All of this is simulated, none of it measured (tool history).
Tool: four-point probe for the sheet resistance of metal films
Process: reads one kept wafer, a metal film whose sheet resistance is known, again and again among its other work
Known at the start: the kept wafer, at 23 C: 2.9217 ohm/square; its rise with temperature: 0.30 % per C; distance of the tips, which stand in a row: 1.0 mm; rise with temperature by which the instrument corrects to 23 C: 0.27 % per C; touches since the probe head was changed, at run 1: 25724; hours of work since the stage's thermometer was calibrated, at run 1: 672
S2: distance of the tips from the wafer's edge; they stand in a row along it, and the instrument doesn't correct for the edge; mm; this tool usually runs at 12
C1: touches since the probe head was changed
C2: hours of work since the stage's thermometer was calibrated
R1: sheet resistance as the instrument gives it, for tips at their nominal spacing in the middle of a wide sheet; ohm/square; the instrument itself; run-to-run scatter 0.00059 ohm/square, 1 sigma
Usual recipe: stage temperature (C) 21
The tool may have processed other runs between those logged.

run 1 day=0.000 | stage_temperature_(C)=21 S2=12 | C1=25724 C2=672 | R1=2.940074
run 2 day=1.912 | stage_temperature_(C)=21 S2=37 | C1=27222 C2=696 | R1=2.931768
run 3 day=4.025 | stage_temperature_(C)=22 S2=12 | C1=28880 C2=723 | R1=2.940884
run 4 day=6.012 | stage_temperature_(C)=27 S2=12 | C1=30435 C2=749 | R1=2.945575
run 5 day=7.675 | stage_temperature_(C)=27 S2=12 | C1=31738 C2=770 | R1=2.944200
run 6 day=8.579 | stage_temperature_(C)=21 S2=12 | C1=32446 C2=781 | R1=2.940173
run 7 day=10.383 | stage_temperature_(C)=21 S2=12 | C1=33859 C2=804 | R1=2.940163
run 8 day=11.729 | stage_temperature_(C)=21 S2=12 | C1=34914 C2=822 | R1=2.939198
run 9 day=13.679 | stage_temperature_(C)=21 S2=12 | C1=36444 C2=846 | R1=2.940649
run 10 day=15.496 | stage_temperature_(C)=21 S2=12 | C1=37867 C2=870 | R1=2.940016
run 11 day=16.596 | stage_temperature_(C)=34 S2=12 | C1=38729 C2=884 | R1=2.950124
run 12 day=18.238 | stage_temperature_(C)=34 S2=12 | C1=40013 C2=905 | R1=2.949396
run 13 day=19.321 | stage_temperature_(C)=34 S2=4 | C1=40863 C2=918 | R1=3.033612
run 14 day=21.312 | stage_temperature_(C)=34 S2=4 | C1=42422 C2=944 | R1=3.033076
run 15 day=22.329 | stage_temperature_(C)=21 S2=12 | C1=43220 C2=957 | R1=2.940055
run 16 day=23.225 | stage_temperature_(C)=21 S2=12 | C1=43922 C2=968 | R1=2.938603
run 17 day=24.567 | stage_temperature_(C)=21 S2=12 | C1=44974 C2=985 | R1=2.939084
run 18 day=26.021 | stage_temperature_(C)=20 S2=58 | C1=46112 C2=1004 | R1=2.927781
run 19 day=27.517 | stage_temperature_(C)=25 S2=26 | C1=47286 C2=1023 | R1=2.932589
run 20 day=28.462 | stage_temperature_(C)=25 S2=26 | C1=48026 C2=1035 | R1=2.934882
run 21 day=30.554 | stage_temperature_(C)=29 S2=54 | C1=49664 C2=1062 | R1=2.934582
run 22 day=31.642 | stage_temperature_(C)=30 S2=5 | C1=50516 C2=1076 | R1=2.996545
run 23 day=33.079 | stage_temperature_(C)=28 S2=17 | C1=51645 C2=1094 | R1=2.939080
run 24 day=34.450 | stage_temperature_(C)=21 S2=13 | C1=52718 C2=1111 | R1=2.937758
run 25 day=35.488 | stage_temperature_(C)=25 S2=9 | C1=53529 C2=1125 | R1=2.950634
run 26 day=37.200 | stage_temperature_(C)=30 S2=16 | C1=54873 C2=1146 | R1=2.939855

What does the tool deliver on the next run?
run 27 day=39.262 | stage_temperature_(C)=21 S2=11 | C1=56490 C2=1173 | R1=?

{"run 27": {"R1": 2.940634}}
If the tool had no hidden condition, the same run with the same run-to-run variation would have returned R1 2.933518 ohm/square.

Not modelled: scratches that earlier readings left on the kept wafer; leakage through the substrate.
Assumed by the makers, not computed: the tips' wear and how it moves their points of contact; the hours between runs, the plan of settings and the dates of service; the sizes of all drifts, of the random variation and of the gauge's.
